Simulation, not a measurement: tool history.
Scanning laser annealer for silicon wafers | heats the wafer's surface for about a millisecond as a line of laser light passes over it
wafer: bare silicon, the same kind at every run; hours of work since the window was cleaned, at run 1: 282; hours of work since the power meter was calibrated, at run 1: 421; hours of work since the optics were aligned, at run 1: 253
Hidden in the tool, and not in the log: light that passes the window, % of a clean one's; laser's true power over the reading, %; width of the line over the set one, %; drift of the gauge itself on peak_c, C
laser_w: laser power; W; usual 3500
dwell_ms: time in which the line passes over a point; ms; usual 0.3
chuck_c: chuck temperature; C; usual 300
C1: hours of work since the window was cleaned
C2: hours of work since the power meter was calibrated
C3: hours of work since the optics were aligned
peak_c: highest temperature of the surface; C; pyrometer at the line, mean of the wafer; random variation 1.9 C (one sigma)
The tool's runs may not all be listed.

Run 1, day 0.000: usual settings; C1 282; C2 421; C3 253. Result: peak_c 1092 C.
Run 2, day 0.721: usual settings; C1 292; C2 430; C3 263. Result: peak_c 1089 C.
Run 3, day 2.154: usual settings; C1 310; C2 449; C3 281. Result: peak_c 1089 C.
Run 4, day 3.558: usual settings; C1 329; C2 467; C3 300. Result: peak_c 1094 C.
Run 5, day 4.762: usual settings; C1 344; C2 483; C3 315. Result: peak_c 1092 C.
Run 6, day 5.962: usual settings; C1 360; C2 498; C3 331. Result: peak_c 1090 C.

Forecast run 7:
Run 7, day 7.362: usual settings; C1 378; C2 516; C3 349. Result: peak_c ?.

{"run 7": {"peak_c": 1091}}
Without the tool's hidden state the same run would have given peak_c 1091 C.
